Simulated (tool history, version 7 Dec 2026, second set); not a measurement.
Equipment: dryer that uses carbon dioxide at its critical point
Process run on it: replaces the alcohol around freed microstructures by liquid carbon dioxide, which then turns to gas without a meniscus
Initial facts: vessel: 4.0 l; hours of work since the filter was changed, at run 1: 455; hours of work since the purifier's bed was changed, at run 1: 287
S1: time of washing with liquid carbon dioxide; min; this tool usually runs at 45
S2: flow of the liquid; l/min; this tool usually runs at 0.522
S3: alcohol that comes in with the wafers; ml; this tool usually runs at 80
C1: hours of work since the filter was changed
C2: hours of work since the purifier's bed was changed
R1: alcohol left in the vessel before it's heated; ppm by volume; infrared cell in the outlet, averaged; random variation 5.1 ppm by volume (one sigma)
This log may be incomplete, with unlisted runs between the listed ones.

{"run": 1, "hour": 0.0, "S1": 45, "S2": 0.522, "S3": 80, "C1": 455, "C2": 287, "R1": 214}
{"run": 2, "hour": 24.2, "S1": 32, "S2": 0.522, "S3": 80, "C1": 470, "C2": 303, "R1": 727}
{"run": 3, "hour": 36.3, "S1": 45, "S2": 0.522, "S3": 80, "C1": 478, "C2": 311, "R1": 235}
{"run": 4, "hour": 55.0, "S1": 45, "S2": 0.522, "S3": 80, "C1": 490, "C2": 323, "R1": 235}
{"run": 5, "hour": 70.6, "S1": 45, "S2": 0.522, "S3": 56, "C1": 501, "C2": 333, "R1": 191}
{"run": 6, "hour": 90.2, "S1": 45, "S2": 0.522, "S3": 56, "C1": 513, "C2": 346, "R1": 191}
{"run": 7, "hour": 109.2, "S1": 45, "S2": 0.522, "S3": 80, "C1": 526, "C2": 358, "R1": 260}
{"hour": 115.3, "done": "inlet filter changed"}
{"run": 8, "hour": 130.4, "S1": 59, "S2": 0.522, "S3": 80, "C1": 10, "C2": 372, "R1": 90}
{"run": 9, "hour": 149.4, "S1": 59, "S2": 0.522, "S3": 80, "C1": 22, "C2": 384, "R1": 94}
{"run": 10, "hour": 160.9, "S1": 59, "S2": 0.522, "S3": 80, "C1": 30, "C2": 391, "R1": 86}
{"run": 11, "hour": 185.8, "S1": 59, "S2": 0.522, "S3": 80, "C1": 46, "C2": 408, "R1": 98}
{"run": 12, "hour": 209.3, "S1": 59, "S2": 0.522, "S3": 80, "C1": 61, "C2": 423, "R1": 102}
{"run": 13, "hour": 226.1, "S1": 55, "S2": 0.327, "S3": 70, "C1": 72, "C2": 434, "R1": 355}
{"run": 14, "hour": 243.5, "S1": 38, "S2": 0.327, "S3": 70, "C1": 84, "C2": 445, "R1": 1063}
{"run": 15, "hour": 267.5, "S1": 53, "S2": 0.714, "S3": 22, "C1": 99, "C2": 461, "R1": 91}
{"run": 16, "hour": 283.5, "S1": 65, "S2": 0.529, "S3": 80, "C1": 110, "C2": 471, "R1": 105}
{"run": 17, "hour": 306.3, "S1": 34, "S2": 0.529, "S3": 20, "C1": 124, "C2": 486, "R1": 181}
{"run": 18, "hour": 325.3, "S1": 34, "S2": 0.529, "S3": 20, "C1": 137, "C2": 499, "R1": 179}
{"run": 19, "hour": 347.1, "S1": 34, "S2": 0.529, "S3": 20, "C1": 151, "C2": 513, "R1": 197}
{"run": 20, "hour": 372.9, "S1": 34, "S2": 0.529, "S3": 20, "C1": 168, "C2": 530, "R1": 186}
{"run": 21, "hour": 398.1, "S1": 34, "S2": 0.529, "S3": 20, "C1": 184, "C2": 546, "R1": 198}

What if the next run were any one of these 4? Each begins from the tool's condition after run 21:
{"run": "A", "hour": 419.2, "S1": 65, "S2": 0.839, "S3": 38, "C1": 198, "C2": 560, "R1": "?"}
{"run": "B", "hour": 419.2, "S1": 28, "S2": 0.559, "S3": 56, "C1": 198, "C2": 560, "R1": "?"}
{"run": "C", "hour": 419.2, "S1": 34, "S2": 0.666, "S3": 71, "C1": 198, "C2": 560, "R1": "?"}
{"run": "D", "hour": 419.2, "S1": 45, "S2": 0.532, "S3": 112, "C1": 198, "C2": 560, "R1": "?"}

run=A R1=112
run=B R1=560
run=C R1=229
run=D R1=247
With the hidden condition removed and each run's random variation left untouched, the same runs would have given:
run=A R1=6
run=B R1=360
run=C R1=88
run=D R1=98

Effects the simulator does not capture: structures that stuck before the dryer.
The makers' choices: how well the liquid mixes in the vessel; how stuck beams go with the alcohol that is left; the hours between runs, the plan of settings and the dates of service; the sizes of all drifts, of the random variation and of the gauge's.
